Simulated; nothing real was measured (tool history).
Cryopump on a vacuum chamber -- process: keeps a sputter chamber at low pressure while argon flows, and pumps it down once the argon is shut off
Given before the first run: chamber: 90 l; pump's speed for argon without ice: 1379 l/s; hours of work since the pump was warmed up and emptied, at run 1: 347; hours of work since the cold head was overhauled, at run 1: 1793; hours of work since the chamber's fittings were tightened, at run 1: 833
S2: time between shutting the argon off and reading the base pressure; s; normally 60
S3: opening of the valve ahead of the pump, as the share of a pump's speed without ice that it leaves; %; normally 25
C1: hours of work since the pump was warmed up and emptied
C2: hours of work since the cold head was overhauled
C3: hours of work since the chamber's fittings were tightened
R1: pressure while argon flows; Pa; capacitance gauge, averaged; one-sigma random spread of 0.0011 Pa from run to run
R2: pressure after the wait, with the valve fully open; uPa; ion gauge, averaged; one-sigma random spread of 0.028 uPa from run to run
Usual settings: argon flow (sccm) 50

run 1 day=0 | argon_flow_(sccm)=50 S2=60 S3=25 | C1=347 C2=1793 C3=833 | R1=0.2606 R2=1.73
run 2 day=3.962 | argon_flow_(sccm)=37 S2=60 S3=25 | C1=428 C2=1873 C3=914 | R1=0.1944 R2=1.83
run 3 day=5.633 | argon_flow_(sccm)=37 S2=60 S3=48 | C1=462 C2=1907 C3=948 | R1=0.1082 R2=1.87
run 4 day=8.067 | argon_flow_(sccm)=37 S2=60 S3=48 | C1=511 C2=1957 C3=998 | R1=0.109 R2=1.9
run 5 day=11.525 | argon_flow_(sccm)=50 S2=60 S3=21 | C1=582 C2=2027 C3=1068 | R1=0.317 R2=1.94
run 6 day=14.725 | argon_flow_(sccm)=50 S2=60 S3=21 | C1=647 C2=2093 C3=1133 | R1=0.3198 R2=2.08
-- day=15.688 pump warmed up, emptied and cooled again
run 7 day=17.858 | argon_flow_(sccm)=50 S2=60 S3=21 | C1=44 C2=2152 C3=1193 | R1=0.2942 R2=1.76
run 8 day=21.438 | argon_flow_(sccm)=50 S2=60 S3=21 | C1=117 C2=2225 C3=1266 | R1=0.2987 R2=1.89
run 9 day=24.796 | argon_flow_(sccm)=40 S2=39 S3=42 | C1=186 C2=2294 C3=1334 | R1=0.1226 R2=2.49
run 10 day=28.667 | argon_flow_(sccm)=40 S2=39 S3=42 | C1=265 C2=2373 C3=1413 | R1=0.1253 R2=2.54
run 11 day=30.4 | argon_flow_(sccm)=26 S2=105 S3=44 | C1=300 C2=2408 C3=1449 | R1=0.0782 R2=1.51
run 12 day=32.662 | argon_flow_(sccm)=50 S2=109 S3=32 | C1=346 C2=2454 C3=1495 | R1=0.2042 R2=1.54
run 13 day=35.946 | argon_flow_(sccm)=24 S2=109 S3=32 | C1=413 C2=2521 C3=1562 | R1=0.099 R2=1.64

Predict each of these 4 candidate next runs independently; none follows another, all start after run 13:
run A day=38.892 | argon_flow_(sccm)=24 S2=109 S3=16 | C1=473 C2=2581 C3=1622 | R1=? R2=?
run B day=38.892 | argon_flow_(sccm)=65 S2=102 S3=16 | C1=473 C2=2581 C3=1622 | R1=? R2=?
run C day=38.892 | argon_flow_(sccm)=24 S2=109 S3=41 | C1=473 C2=2581 C3=1622 | R1=? R2=?
run D day=38.892 | argon_flow_(sccm)=35 S2=60 S3=25 | C1=473 C2=2581 C3=1622 | R1=? R2=?

run=A R1=0.1953 R2=1.69
run=B R1=0.5239 R2=1.84
run=C R1=0.0804 R2=1.77
run=D R1=0.184 R2=2.11
Without the tool's hidden state the same runs would have given:
run=A R1=0.1859 R2=0.78
run=B R1=0.4985 R2=0.89
run=C R1=0.071 R2=0.84
run=D R1=0.1704 R2=1.23
